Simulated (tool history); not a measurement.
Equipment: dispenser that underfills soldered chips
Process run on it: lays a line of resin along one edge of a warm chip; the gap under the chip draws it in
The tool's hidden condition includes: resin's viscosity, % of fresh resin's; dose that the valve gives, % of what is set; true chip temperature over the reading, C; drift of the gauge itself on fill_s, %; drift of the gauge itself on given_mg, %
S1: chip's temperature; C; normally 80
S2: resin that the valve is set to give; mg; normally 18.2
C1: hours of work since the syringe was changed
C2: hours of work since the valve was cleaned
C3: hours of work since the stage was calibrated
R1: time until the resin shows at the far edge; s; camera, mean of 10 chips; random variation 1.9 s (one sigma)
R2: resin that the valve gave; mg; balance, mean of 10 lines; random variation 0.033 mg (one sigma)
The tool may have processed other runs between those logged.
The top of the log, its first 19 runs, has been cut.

run,day,S1,S2,C1,C2,C3,R1,R2
20,4.029,86,21.8,5,31,79,171.6,21.59
# day 4.138: new syringe of resin
21,4.296,79,21.7,3,36,84,222.5,21.35
22,4.412,86,20.7,5,38,86,175.0,20.44
# day 4.521: new syringe of resin
23,4.683,86,20.7,3,43,91,159.1,20.28
24,4.871,72,23.3,7,47,94,360.0,22.85
# day 4.904: new syringe of resin
25,5.104,73,20.1,4,51,98,308.8,19.63
26,5.238,65,23.3,6,54,101,502.6,22.79
# day 5.279: new syringe of resin
27,5.496,92,18.5,4,58,106,130.1,18.04
# day 5.662: new syringe of resin
28,5.717,92,20.1,1,62,110,115.3,19.54
29,5.992,74,21.8,6,68,115,329.5,21.15
# day 6.038: new syringe of resin
# day 6.112: dispensing valve cleaned and set on the balance
30,6.246,74,21.8,3,3,119,286.1,21.70
# day 6.467: new syringe of resin
31,6.533,92,18.3,1,8,124,117.5,18.14
32,6.671,94,17.8,4,10,127,119.3,17.64
33,6.812,82,20.1,7,13,129,225.9,19.95
# day 6.850: new syringe of resin
34,7.054,82,20.1,4,17,134,197.7,19.85

Predict each of these 4 candidate next runs independently; none follows another, all start after run 34:
# day 7.225: new syringe of resin
A,7.333,83,23.3,2,23,139,?,?
# day 7.225: new syringe of resin
B,7.333,73,20.1,2,23,139,?,?
# day 7.225: new syringe of resin
C,7.333,81,23.2,2,23,139,?,?
# day 7.225: new syringe of resin
D,7.333,82,17.4,2,23,139,?,?

run,R1,R2
A,177.6,22.99
B,291.3,19.78
C,196.1,22.86
D,196.7,17.14
Stripped of hidden state, with their random variation kept, the same runs would have yielded:
run,R1,R2
A,154.9,23.31
B,253.4,20.06
C,171.1,23.19
D,171.1,17.38

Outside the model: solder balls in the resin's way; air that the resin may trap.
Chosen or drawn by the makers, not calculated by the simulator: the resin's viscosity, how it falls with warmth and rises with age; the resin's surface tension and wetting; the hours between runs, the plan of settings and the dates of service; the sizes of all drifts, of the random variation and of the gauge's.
